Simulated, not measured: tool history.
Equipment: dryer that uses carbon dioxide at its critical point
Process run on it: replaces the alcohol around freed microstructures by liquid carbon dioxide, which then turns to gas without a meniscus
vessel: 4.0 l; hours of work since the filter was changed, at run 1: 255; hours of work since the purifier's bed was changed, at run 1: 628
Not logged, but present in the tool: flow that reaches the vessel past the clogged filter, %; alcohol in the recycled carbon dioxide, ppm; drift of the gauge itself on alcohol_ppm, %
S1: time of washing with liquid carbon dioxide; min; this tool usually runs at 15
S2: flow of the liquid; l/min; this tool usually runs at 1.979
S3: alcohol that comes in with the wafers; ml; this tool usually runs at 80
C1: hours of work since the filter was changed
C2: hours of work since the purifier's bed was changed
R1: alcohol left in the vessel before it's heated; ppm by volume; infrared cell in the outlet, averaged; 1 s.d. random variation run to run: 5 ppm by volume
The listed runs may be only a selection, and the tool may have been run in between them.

run	hour	S1	S2	S3	C1	C2	R1
1	0.0	15	1.979	80	255	628	158
2	25.9	15	1.979	80	274	648	162
3	48.9	15	1.979	80	291	665	163
4	75.6	15	1.979	80	311	685	165
5	106.9	15	2.900	80	334	708	98
6	134.7	9	1.979	80	355	729	902
7	165.8	15	1.979	80	378	752	194
8	188.4	15	1.979	80	395	769	197
9	226.5	15	1.979	80	423	797	208
# hour 238.1: inlet filter changed
10	249.3	15	1.510	80	8	813	295
11	265.3	15	1.979	80	20	825	153
12	290.3	15	1.979	80	39	844	160
13	321.7	15	1.210	80	62	867	657
14	356.1	15	1.979	80	88	893	166
# hour 387.4: purifier's bed changed
15	387.6	15	1.979	80	109	0	56
16	415.9	15	1.979	80	130	21	61
17	437.5	15	1.979	80	146	37	69
18	476.1	15	1.979	80	175	66	82
19	512.0	15	1.979	80	202	93	89
20	546.3	15	1.979	80	227	118	87
21	572.2	15	1.979	80	247	138	90
22	610.7	15	1.979	80	275	166	104
23	630.1	15	1.979	80	290	181	114
24	651.3	15	1.979	80	306	197	112
25	670.9	16	1.410	50	320	211	237
26	696.0	10	1.979	33	339	230	252
27	732.3	18	1.979	42	366	257	59
28	751.6	9	1.340	80	380	271	2500
29	782.7	9	1.340	80	404	295	2489
30	802.5	21	1.590	78	418	309	105
# hour 820.1: inlet filter changed
31	828.4	22	1.930	38	6	328	43
32	845.1	14	1.300	84	19	340	561
33	877.5	10	1.300	84	43	365	1570
34	900.7	10	1.300	84	60	382	1633
35	917.5	10	1.300	84	73	394	1611
36	939.2	14	1.320	65	89	411	449
37	967.5	14	1.320	65	110	432	478
38	1005.9	15	2.600	80	138	460	63
39	1044.6	15	2.600	80	167	489	70

Run 40 comes next. What will it give?
40	1069.4	11	1.979	80	186	508	?

{"run 40": {"R1": 358}}
Were there no unlogged condition in the tool, this run, its random variation unchanged, would have produced R1 214 ppm by volume.
